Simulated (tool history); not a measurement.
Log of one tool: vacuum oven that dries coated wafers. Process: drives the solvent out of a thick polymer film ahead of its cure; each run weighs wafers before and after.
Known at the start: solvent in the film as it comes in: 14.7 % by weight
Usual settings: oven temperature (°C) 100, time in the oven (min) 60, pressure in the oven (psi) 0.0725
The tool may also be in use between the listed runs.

{"run": 1, "day": 0.0, "oven temperature (°C)": 100, "time in the oven (min)": 60, "pressure in the oven (psi)": 0.0725, "solvent left in the film (%)": 0.69}
{"run": 2, "day": 1.612, "oven temperature (°C)": 100, "time in the oven (min)": 60, "pressure in the oven (psi)": 0.0725, "solvent left in the film (%)": 0.67}
{"run": 3, "day": 4.429, "oven temperature (°C)": 100, "time in the oven (min)": 60, "pressure in the oven (psi)": 0.0725, "solvent left in the film (%)": 0.69}
{"run": 4, "day": 7.329, "oven temperature (°C)": 100, "time in the oven (min)": 60, "pressure in the oven (psi)": 0.0725, "solvent left in the film (%)": 0.68}
{"run": 5, "day": 9.271, "oven temperature (°C)": 100, "time in the oven (min)": 60, "pressure in the oven (psi)": 0.0725, "solvent left in the film (%)": 0.69}
{"run": 6, "day": 12.204, "oven temperature (°C)": 95, "time in the oven (min)": 60, "pressure in the oven (psi)": 0.0725, "solvent left in the film (%)": 1.09}
{"run": 7, "day": 15.258, "oven temperature (°C)": 95, "time in the oven (min)": 60, "pressure in the oven (psi)": 0.0725, "solvent left in the film (%)": 1.08}
{"day": 16.8, "done": "oven's thermocouples calibrated"}
{"run": 8, "day": 17.846, "oven temperature (°C)": 95, "time in the oven (min)": 60, "pressure in the oven (psi)": 0.0725, "solvent left in the film (%)": 1.09}
{"run": 9, "day": 19.279, "oven temperature (°C)": 93, "time in the oven (min)": 60, "pressure in the oven (psi)": 0.0725, "solvent left in the film (%)": 1.29}
{"run": 10, "day": 22.417, "oven temperature (°C)": 93, "time in the oven (min)": 60, "pressure in the oven (psi)": 0.0725, "solvent left in the film (%)": 1.32}
{"run": 11, "day": 24.662, "oven temperature (°C)": 93, "time in the oven (min)": 60, "pressure in the oven (psi)": 0.0725, "solvent left in the film (%)": 1.3}
{"run": 12, "day": 26.958, "oven temperature (°C)": 93, "time in the oven (min)": 60, "pressure in the oven (psi)": 0.0725, "solvent left in the film (%)": 1.28}
{"run": 13, "day": 28.646, "oven temperature (°C)": 93, "time in the oven (min)": 60, "pressure in the oven (psi)": 0.0725, "solvent left in the film (%)": 1.27}
{"run": 14, "day": 31.038, "oven temperature (°C)": 93, "time in the oven (min)": 60, "pressure in the oven (psi)": 0.0725, "solvent left in the film (%)": 1.33}
{"run": 15, "day": 34.154, "oven temperature (°C)": 93, "time in the oven (min)": 60, "pressure in the oven (psi)": 0.0725, "solvent left in the film (%)": 1.25}
{"run": 16, "day": 36.388, "oven temperature (°C)": 100, "time in the oven (min)": 60, "pressure in the oven (psi)": 0.0725, "solvent left in the film (%)": 0.7}
{"run": 17, "day": 38.088, "oven temperature (°C)": 100, "time in the oven (min)": 60, "pressure in the oven (psi)": 0.0725, "solvent left in the film (%)": 0.73}
{"day": 39.667, "done": "vacuum gauge cleaned of residue and calibrated"}
{"run": 18, "day": 40.442, "oven temperature (°C)": 100, "time in the oven (min)": 60, "pressure in the oven (psi)": 0.0725, "solvent left in the film (%)": 0.65}
{"run": 19, "day": 42.712, "oven temperature (°C)": 100, "time in the oven (min)": 60, "pressure in the oven (psi)": 0.0725, "solvent left in the film (%)": 0.69}
{"run": 20, "day": 44.342, "oven temperature (°C)": 112, "time in the oven (min)": 60, "pressure in the oven (psi)": 0.1675, "solvent left in the film (%)": 0.35}
{"run": 21, "day": 46.45, "oven temperature (°C)": 101, "time in the oven (min)": 78, "pressure in the oven (psi)": 0.0934, "solvent left in the film (%)": 0.35}
{"run": 22, "day": 47.883, "oven temperature (°C)": 100, "time in the oven (min)": 60, "pressure in the oven (psi)": 0.1156, "solvent left in the film (%)": 0.77}
{"run": 23, "day": 49.546, "oven temperature (°C)": 100, "time in the oven (min)": 60, "pressure in the oven (psi)": 0.1156, "solvent left in the film (%)": 0.78}
{"run": 24, "day": 51.167, "oven temperature (°C)": 100, "time in the oven (min)": 60, "pressure in the oven (psi)": 0.1156, "solvent left in the film (%)": 0.82}
{"run": 25, "day": 52.921, "oven temperature (°C)": 97, "time in the oven (min)": 60, "pressure in the oven (psi)": 0.2199, "solvent left in the film (%)": 1.25}
{"run": 26, "day": 55.979, "oven temperature (°C)": 111, "time in the oven (min)": 35, "pressure in the oven (psi)": 0.2184, "solvent left in the film (%)": 1.15}
{"run": 27, "day": 58.054, "oven temperature (°C)": 100, "time in the oven (min)": 33, "pressure in the oven (psi)": 0.0725, "solvent left in the film (%)": 2.32}
{"run": 28, "day": 60.542, "oven temperature (°C)": 92, "time in the oven (min)": 42, "pressure in the oven (psi)": 0.0725, "solvent left in the film (%)": 2.57}
{"run": 29, "day": 63.025, "oven temperature (°C)": 112, "time in the oven (min)": 31, "pressure in the oven (psi)": 0.2605, "solvent left in the film (%)": 1.36}
{"run": 30, "day": 65.442, "oven temperature (°C)": 104, "time in the oven (min)": 35, "pressure in the oven (psi)": 0.2315, "solvent left in the film (%)": 1.91}
{"run": 31, "day": 68.133, "oven temperature (°C)": 95, "time in the oven (min)": 60, "pressure in the oven (psi)": 0.1761, "solvent left in the film (%)": 1.38}
{"run": 32, "day": 70.717, "oven temperature (°C)": 88, "time in the oven (min)": 58, "pressure in the oven (psi)": 0.1877, "solvent left in the film (%)": 2.4}
{"run": 33, "day": 72.238, "oven temperature (°C)": 88, "time in the oven (min)": 58, "pressure in the oven (psi)": 0.1877, "solvent left in the film (%)": 2.4}
{"run": 34, "day": 74.267, "oven temperature (°C)": 96, "time in the oven (min)": 60, "pressure in the oven (psi)": 0.1803, "solvent left in the film (%)": 1.27}
{"run": 35, "day": 77.308, "oven temperature (°C)": 96, "time in the oven (min)": 60, "pressure in the oven (psi)": 0.22, "solvent left in the film (%)": 1.35}
{"day": 78.988, "done": "oven's thermocouples calibrated"}
{"run": 36, "day": 79.254, "oven temperature (°C)": 96, "time in the oven (min)": 60, "pressure in the oven (psi)": 0.22, "solvent left in the film (%)": 1.39}

3 ways to go on from here, each from the tool as it stands after run 36. What would each give?
{"run": "A", "day": 81.733, "oven temperature (°C)": 110, "time in the oven (min)": 34, "pressure in the oven (psi)": 0.22, "solvent left in the film (%)": "?"}
{"run": "B", "day": 81.733, "oven temperature (°C)": 108, "time in the oven (min)": 60, "pressure in the oven (psi)": 0.0725, "solvent left in the film (%)": "?"}
{"run": "C", "day": 81.733, "oven temperature (°C)": 96, "time in the oven (min)": 53, "pressure in the oven (psi)": 0.22, "solvent left in the film (%)": "?"}

run=A solvent_left_in_the_film_(%)=1.28
run=B solvent_left_in_the_film_(%)=0.31
run=C solvent_left_in_the_film_(%)=1.67
Without the tool's hidden state the same runs would have given:
run=A solvent_left_in_the_film_(%)=1.28
run=B solvent_left_in_the_film_(%)=0.31
run=C solvent_left_in_the_film_(%)=1.67

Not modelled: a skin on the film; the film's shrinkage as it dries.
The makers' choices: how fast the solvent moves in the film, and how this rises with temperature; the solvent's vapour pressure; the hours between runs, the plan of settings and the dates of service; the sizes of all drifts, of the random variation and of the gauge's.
